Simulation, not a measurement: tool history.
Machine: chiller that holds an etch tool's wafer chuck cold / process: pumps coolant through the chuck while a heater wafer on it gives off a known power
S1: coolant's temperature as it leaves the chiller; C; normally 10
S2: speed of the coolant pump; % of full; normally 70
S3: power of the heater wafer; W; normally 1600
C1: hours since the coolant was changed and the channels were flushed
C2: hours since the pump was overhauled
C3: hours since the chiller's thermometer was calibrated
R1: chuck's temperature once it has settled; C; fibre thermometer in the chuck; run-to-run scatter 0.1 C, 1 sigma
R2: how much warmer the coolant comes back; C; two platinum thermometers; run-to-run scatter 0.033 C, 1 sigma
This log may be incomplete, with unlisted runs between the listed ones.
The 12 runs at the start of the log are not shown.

Run 13, day 68.054: usual settings but S3 922 W; C1 2637; C2 393; C3 169. Result: R1 19.5 C, R2 2.61 C.
Run 14, day 75.812: usual settings but S3 922 W; C1 2823; C2 580; C3 355. Result: R1 19.6 C, R2 2.57 C.
Run 15, day 83.371: usual settings; C1 3005; C2 761; C3 536. Result: R1 25.9 C, R2 4.53 C.
Run 16, day 88.254: usual settings; C1 3122; C2 878; C3 654. Result: R1 26.2 C, R2 4.53 C.
Run 17, day 93.975: usual settings but S1 1 C, S2 82 % of full, S3 824 W; C1 3259; C2 1015; C3 791. Result: R1 9.4 C, R2 1.95 C.
Run 18, day 99.033: usual settings but S1 9 C, S3 1464 W; C1 3380; C2 1137; C3 912. Result: R1 24.1 C, R2 4.26 C.
At day 99.417: chiller's thermometer calibrated, once more.
Run 19, day 102.350: usual settings but S1 9 C, S2 73 % of full, S3 829 W; C1 3459; C2 1215; C3 70. Result: R1 16.7 C, R2 2.30 C.
At day 106.500: coolant changed, channels flushed.
Run 20, day 107.942: usual settings but S1 9 C, S2 73 % of full, S3 829 W; C1 35; C2 1344; C3 199. Result: R1 15.4 C, R2 2.28 C.
Run 21, day 115.529: usual settings but S1 9 C, S2 73 % of full, S3 829 W; C1 217; C2 1526; C3 381. Result: R1 15.8 C, R2 2.34 C.
Run 22, day 122.688: usual settings but S1 4 C, S2 86 % of full, S3 2319 W; C1 388; C2 1698; C3 552. Result: R1 20.6 C, R2 5.43 C.
Run 23, day 127.079: usual settings but S1 8 C, S2 86 % of full, S3 2319 W; C1 494; C2 1803; C3 658. Result: R1 24.8 C, R2 5.44 C.
Run 24, day 133.538: usual settings but S1 8 C, S2 86 % of full, S3 2319 W; C1 649; C2 1958; C3 813. Result: R1 25.2 C, R2 5.54 C.
Run 25, day 140.200: usual settings but S1 8 C, S2 75 % of full, S3 2319 W; C1 809; C2 2118; C3 973. Result: R1 27.0 C, R2 6.40 C.
Run 26, day 146.121: usual settings but S2 89 % of full, S3 1196 W; C1 951; C2 2260; C3 1115. Result: R1 19.0 C, R2 2.77 C.
Run 27, day 150.071: usual settings but S1 9 C, S3 1852 W; C1 1046; C2 2355; C3 1210. Result: R1 25.4 C, R2 5.56 C.
Run 28, day 156.546: usual settings but S1 18 C, S2 76 % of full, S3 946 W; C1 1201; C2 2510; C3 1365. Result: R1 26.2 C, R2 2.56 C.
Run 29, day 162.562: usual settings but S1 16 C, S2 62 % of full, S3 946 W; C1 1345; C2 2655; C3 1509. Result: R1 25.5 C, R2 3.30 C.
Run 30, day 166.917: usual settings but S1 16 C, S2 62 % of full, S3 946 W; C1 1450; C2 2759; C3 1614. Result: R1 25.7 C, R2 3.32 C.

Here are 3 independent what-if runs from the current tool condition. What would each one return?
Run A, day 172.788: usual settings but S2 66 % of full; C1 1591; C2 2900; C3 1755. Result: R1 ?, R2 ?.
Run B, day 172.788: usual settings but S1 0 C, S2 82 % of full, S3 2076 W; C1 1591; C2 2900; C3 1755. Result: R1 ?, R2 ?.
Run C, day 172.788: usual settings but S1 0 C, S2 62 % of full, S3 946 W; C1 1591; C2 2900; C3 1755. Result: R1 ?, R2 ?.

run    R1    R2
  A  25.6  5.27
  B  17.3  5.38
  C   9.6  3.34
Had the tool no hidden state, the same runs would have come out as:
run    R1    R2
  A  23.0  4.68
  B  14.4  4.77
  C   7.8  2.96
